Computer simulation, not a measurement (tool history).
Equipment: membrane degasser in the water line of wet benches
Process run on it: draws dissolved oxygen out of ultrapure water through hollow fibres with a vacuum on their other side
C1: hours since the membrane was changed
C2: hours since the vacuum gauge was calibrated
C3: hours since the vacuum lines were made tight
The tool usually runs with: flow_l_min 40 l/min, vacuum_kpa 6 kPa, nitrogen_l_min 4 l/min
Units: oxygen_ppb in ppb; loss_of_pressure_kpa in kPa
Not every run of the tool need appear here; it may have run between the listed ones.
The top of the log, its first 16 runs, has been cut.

Run 17, hour 820.2: usual settings but flow_l_min 41 l/min; C1 2368; C2 2659; C3 10134. Result: oxygen_ppb 73.3 ppb, loss_of_pressure_kpa 26.83 kPa.
Run 18, hour 876.1: usual settings but flow_l_min 25 l/min, vacuum_kpa 11.1 kPa, nitrogen_l_min 5.99 l/min; C1 2424; C2 2715; C3 10190. Result: oxygen_ppb 82.4 ppb, loss_of_pressure_kpa 16.32 kPa.
Run 19, hour 904.3: usual settings but flow_l_min 30 l/min, vacuum_kpa 11.1 kPa, nitrogen_l_min 3.71 l/min; C1 2452; C2 2743; C3 10218. Result: oxygen_ppb 152.1 ppb, loss_of_pressure_kpa 19.72 kPa.
Run 20, hour 954.8: usual settings but vacuum_kpa 12.09 kPa, nitrogen_l_min 2.02 l/min; C1 2502; C2 2794; C3 10269. Result: oxygen_ppb 386 ppb, loss_of_pressure_kpa 26.19 kPa.
Run 21, hour 988.9: usual settings but flow_l_min 33 l/min, vacuum_kpa 7.5 kPa, nitrogen_l_min 11.42 l/min; C1 2536; C2 2828; C3 10303. Result: oxygen_ppb 32.5 ppb, loss_of_pressure_kpa 21.43 kPa.
Run 22, hour 1023.8: usual settings but flow_l_min 49 l/min, vacuum_kpa 7.5 kPa, nitrogen_l_min 11.42 l/min; C1 2571; C2 2863; C3 10338. Result: oxygen_ppb 56.3 ppb, loss_of_pressure_kpa 32.19 kPa.
Run 23, hour 1061.6: usual settings but flow_l_min 49 l/min, vacuum_kpa 7.5 kPa, nitrogen_l_min 11.42 l/min; C1 2609; C2 2900; C3 10376. Result: oxygen_ppb 56.2 ppb, loss_of_pressure_kpa 31.98 kPa.
Run 24, hour 1115.7: usual settings but flow_l_min 49 l/min, vacuum_kpa 7.5 kPa, nitrogen_l_min 11.42 l/min; C1 2663; C2 2954; C3 10430. Result: oxygen_ppb 56.8 ppb, loss_of_pressure_kpa 32.19 kPa.
Run 25, hour 1144.2: usual settings but flow_l_min 49 l/min, vacuum_kpa 5.13 kPa, nitrogen_l_min 11.42 l/min; C1 2692; C2 2983; C3 10458. Result: oxygen_ppb 31.8 ppb, loss_of_pressure_kpa 32.11 kPa.
Run 26, hour 1201.5: usual settings but flow_l_min 26 l/min, vacuum_kpa 4.67 kPa, nitrogen_l_min 6.85 l/min; C1 2749; C2 3040; C3 10515. Result: oxygen_ppb 14.5 ppb, loss_of_pressure_kpa 16.66 kPa.
Run 27, hour 1265.9: usual settings but vacuum_kpa 4.33 kPa, nitrogen_l_min 7.61 l/min; C1 2813; C2 3105; C3 10580. Result: oxygen_ppb 19.4 ppb, loss_of_pressure_kpa 25.95 kPa.
Run 28, hour 1308.4: usual settings but vacuum_kpa 4.33 kPa, nitrogen_l_min 7.61 l/min; C1 2856; C2 3147; C3 10622. Result: oxygen_ppb 19.7 ppb, loss_of_pressure_kpa 26.42 kPa.
Run 29, hour 1359.2: usual settings but flow_l_min 50 l/min, vacuum_kpa 6.52 kPa, nitrogen_l_min 3.54 l/min; C1 2907; C2 3198; C3 10673. Result: oxygen_ppb 122.1 ppb, loss_of_pressure_kpa 32.18 kPa.
Run 30, hour 1406.1: usual settings but flow_l_min 47 l/min, vacuum_kpa 14.08 kPa; C1 2954; C2 3245; C3 10720. Result: oxygen_ppb 305.1 ppb, loss_of_pressure_kpa 30.46 kPa.
Run 31, hour 1466.4: usual settings but vacuum_kpa 14.91 kPa, nitrogen_l_min 1.73 l/min; C1 3014; C2 3305; C3 10780. Result: oxygen_ppb 571.1 ppb, loss_of_pressure_kpa 26.08 kPa.
Run 32, hour 1529.6: usual settings but flow_l_min 34 l/min, vacuum_kpa 14.87 kPa, nitrogen_l_min 6.04 l/min; C1 3077; C2 3368; C3 10843. Result: oxygen_ppb 157.9 ppb, loss_of_pressure_kpa 22.32 kPa.
Run 33, hour 1595.4: usual settings but flow_l_min 34 l/min, vacuum_kpa 14.87 kPa, nitrogen_l_min 6.04 l/min; C1 3143; C2 3434; C3 10909. Result: oxygen_ppb 161.3 ppb, loss_of_pressure_kpa 22.23 kPa.

Consider 3 possible next runs. They are alternatives, not a sequence: every one starts from the tool as it was left by run 33. What does each give?
Run A, hour 1634.7: usual settings but flow_l_min 34 l/min, vacuum_kpa 4.25 kPa, nitrogen_l_min 3.85 l/min; C1 3182; C2 3473; C3 10949. Result: oxygen_ppb ?, loss_of_pressure_kpa ?.
Run B, hour 1634.7: usual settings but flow_l_min 34 l/min, vacuum_kpa 11.49 kPa, nitrogen_l_min 3.63 l/min; C1 3182; C2 3473; C3 10949. Result: oxygen_ppb ?, loss_of_pressure_kpa ?.
Run C, hour 1634.7: usual settings but flow_l_min 34 l/min, vacuum_kpa 5.12 kPa, nitrogen_l_min 6.04 l/min; C1 3182; C2 3473; C3 10949. Result: oxygen_ppb ?, loss_of_pressure_kpa ?.

run  oxygen_ppb  loss_of_pressure_kpa
  A        26.6                 22.37
  B       189.3                 22.01
  C          29                  22.4
With no hidden state in the tool, these same runs would have given:
run  oxygen_ppb  loss_of_pressure_kpa
  A        23.2                 22.02
  B         185                 21.67
  C        26.6                 22.06

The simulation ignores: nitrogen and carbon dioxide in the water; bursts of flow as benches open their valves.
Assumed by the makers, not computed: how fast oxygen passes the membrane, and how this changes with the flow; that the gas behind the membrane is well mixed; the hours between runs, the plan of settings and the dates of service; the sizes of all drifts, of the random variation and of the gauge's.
